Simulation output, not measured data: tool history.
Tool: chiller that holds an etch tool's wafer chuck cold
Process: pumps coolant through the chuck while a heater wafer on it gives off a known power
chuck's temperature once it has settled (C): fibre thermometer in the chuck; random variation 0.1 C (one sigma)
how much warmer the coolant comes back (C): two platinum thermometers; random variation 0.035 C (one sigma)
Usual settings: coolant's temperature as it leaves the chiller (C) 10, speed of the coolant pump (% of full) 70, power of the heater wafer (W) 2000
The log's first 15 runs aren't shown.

run	hour	coolant's temperature as it leaves the chiller (C)	speed of the coolant pump (% of full)	power of the heater wafer (W)	chuck's temperature once it has settled (C)	how much warmer the coolant comes back (C)
16	397.1	10	83	2000	26.5	5.45
17	426.6	18	99	1170	26.7	2.87
18	457.1	10	70	1466	23.4	4.85
19	477.8	1	70	1011	10.4	3.55
# hour 498.0: gauge calibrated
20	503.4	1	70	1011	10.4	3.02
21	522.2	1	70	1011	10.3	3.12
22	556.7	1	70	1011	10.2	3.12
23	589.6	10	70	2324	31.1	7.17
24	607.6	4	70	2000	22.4	6.18
25	625.5	18	70	2414	40.1	7.46
26	654.0	3	67	2008	21.8	6.50
27	682.8	3	67	2008	21.8	6.61
28	718.5	18	77	2222	37.2	6.34
29	734.8	18	77	2222	37.4	6.34
30	763.9	18	84	2222	36.0	5.88
31	780.5	18	93	1448	29.3	3.57
32	813.2	11	91	2231	28.6	5.51

Forecast each of these 3 alternatives for the next run:
A	843.9	10	70	2199	?	?
B	843.9	5	65	2000	?	?
C	843.9	11	65	2231	?	?

run	chuck's temperature once it has settled (C)	how much warmer the coolant comes back (C)
A	30.0	6.96
B	24.2	6.87
C	32.3	7.59
Without the tool's hidden state the same runs would have given:
run	chuck's temperature once it has settled (C)	how much warmer the coolant comes back (C)
A	30.0	6.64
B	24.2	6.55
C	32.3	7.27
